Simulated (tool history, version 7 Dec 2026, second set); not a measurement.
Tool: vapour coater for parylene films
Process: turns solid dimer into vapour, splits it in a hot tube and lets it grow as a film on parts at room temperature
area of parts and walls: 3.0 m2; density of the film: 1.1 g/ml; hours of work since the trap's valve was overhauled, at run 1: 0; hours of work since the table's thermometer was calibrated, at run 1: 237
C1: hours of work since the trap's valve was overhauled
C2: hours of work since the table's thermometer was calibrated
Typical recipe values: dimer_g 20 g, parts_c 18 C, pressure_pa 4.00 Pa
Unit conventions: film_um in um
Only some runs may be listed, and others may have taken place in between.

run 1 hour=0.0 | dimer_g=20 parts_c=18 pressure_pa=4.00 | C1=0 C2=237 | film_um=3.08
run 2 hour=55.6 | dimer_g=20 parts_c=18 pressure_pa=4.00 | C1=40 C2=277 | film_um=3.05
run 3 hour=103.3 | dimer_g=20 parts_c=18 pressure_pa=4.00 | C1=74 C2=312 | film_um=3.08
run 4 hour=141.4 | dimer_g=31 parts_c=18 pressure_pa=4.00 | C1=102 C2=339 | film_um=4.66
run 5 hour=197.6 | dimer_g=13 parts_c=18 pressure_pa=4.00 | C1=142 C2=379 | film_um=2.01
run 6 hour=273.7 | dimer_g=13 parts_c=18 pressure_pa=4.00 | C1=197 C2=434 | film_um=1.96
run 7 hour=317.8 | dimer_g=20 parts_c=18 pressure_pa=4.00 | C1=228 C2=466 | film_um=3.06
run 8 hour=390.3 | dimer_g=20 parts_c=18 pressure_pa=11.42 | C1=280 C2=518 | film_um=2.59
run 9 hour=448.2 | dimer_g=20 parts_c=22 pressure_pa=4.00 | C1=322 C2=559 | film_um=2.63
-- hour=491.7 trap's valve overhauled
run 10 hour=491.7 | dimer_g=20 parts_c=22 pressure_pa=4.00 | C1=0 C2=588 | film_um=2.64
run 11 hour=539.6 | dimer_g=20 parts_c=22 pressure_pa=4.00 | C1=34 C2=622 | film_um=2.63
run 12 hour=604.3 | dimer_g=20 parts_c=18 pressure_pa=4.00 | C1=81 C2=669 | film_um=3.02
run 13 hour=647.2 | dimer_g=20 parts_c=11 pressure_pa=4.00 | C1=112 C2=699 | film_um=4.02
run 14 hour=693.1 | dimer_g=20 parts_c=11 pressure_pa=4.00 | C1=145 C2=732 | film_um=4.10
run 15 hour=757.7 | dimer_g=25 parts_c=10 pressure_pa=9.48 | C1=191 C2=779 | film_um=4.61
run 16 hour=811.8 | dimer_g=11 parts_c=21 pressure_pa=5.77 | C1=230 C2=818 | film_um=1.33
run 17 hour=877.2 | dimer_g=11 parts_c=21 pressure_pa=5.77 | C1=277 C2=865 | film_um=1.44
run 18 hour=932.7 | dimer_g=20 parts_c=18 pressure_pa=4.00 | C1=317 C2=904 | film_um=3.06
-- hour=981.2 trap's valve overhauled
-- hour=988.0 table's thermometer calibrated
run 19 hour=1003.1 | dimer_g=20 parts_c=18 pressure_pa=4.00 | C1=15 C2=11 | film_um=3.04
run 20 hour=1045.5 | dimer_g=20 parts_c=18 pressure_pa=4.00 | C1=45 C2=41 | film_um=3.03
run 21 hour=1123.2 | dimer_g=20 parts_c=18 pressure_pa=4.00 | C1=101 C2=97 | film_um=3.06
run 22 hour=1170.4 | dimer_g=20 parts_c=18 pressure_pa=4.00 | C1=135 C2=131 | film_um=3.10
run 23 hour=1218.8 | dimer_g=17 parts_c=19 pressure_pa=4.56 | C1=170 C2=166 | film_um=2.47
run 24 hour=1291.2 | dimer_g=20 parts_c=13 pressure_pa=2.31 | C1=222 C2=218 | film_um=4.17
run 25 hour=1357.9 | dimer_g=20 parts_c=15 pressure_pa=5.19 | C1=270 C2=266 | film_um=3.33
run 26 hour=1433.2 | dimer_g=20 parts_c=18 pressure_pa=7.06 | C1=324 C2=320 | film_um=2.78
-- hour=1475.0 trap's valve overhauled
run 27 hour=1483.2 | dimer_g=20 parts_c=18 pressure_pa=7.06 | C1=6 C2=353 | film_um=2.79

4 ways to go on from here, each from the tool as it stands after run 27. What would each give?
run A hour=1537.3 | dimer_g=9 parts_c=17 pressure_pa=11.02 | C1=45 C2=392 | film_um=?
run B hour=1537.3 | dimer_g=11 parts_c=21 pressure_pa=7.06 | C1=45 C2=392 | film_um=?
run C hour=1537.3 | dimer_g=14 parts_c=19 pressure_pa=4.00 | C1=45 C2=392 | film_um=?
run D hour=1537.3 | dimer_g=20 parts_c=23 pressure_pa=7.06 | C1=45 C2=392 | film_um=?

run=A film_um=1.22
run=B film_um=1.36
run=C film_um=2.05
run=D film_um=2.30
Take away the tool's hidden state, keep each run's random variation, and the runs would have read:
run=A film_um=1.22
run=B film_um=1.36
run=C film_um=2.05
run=D film_um=2.30
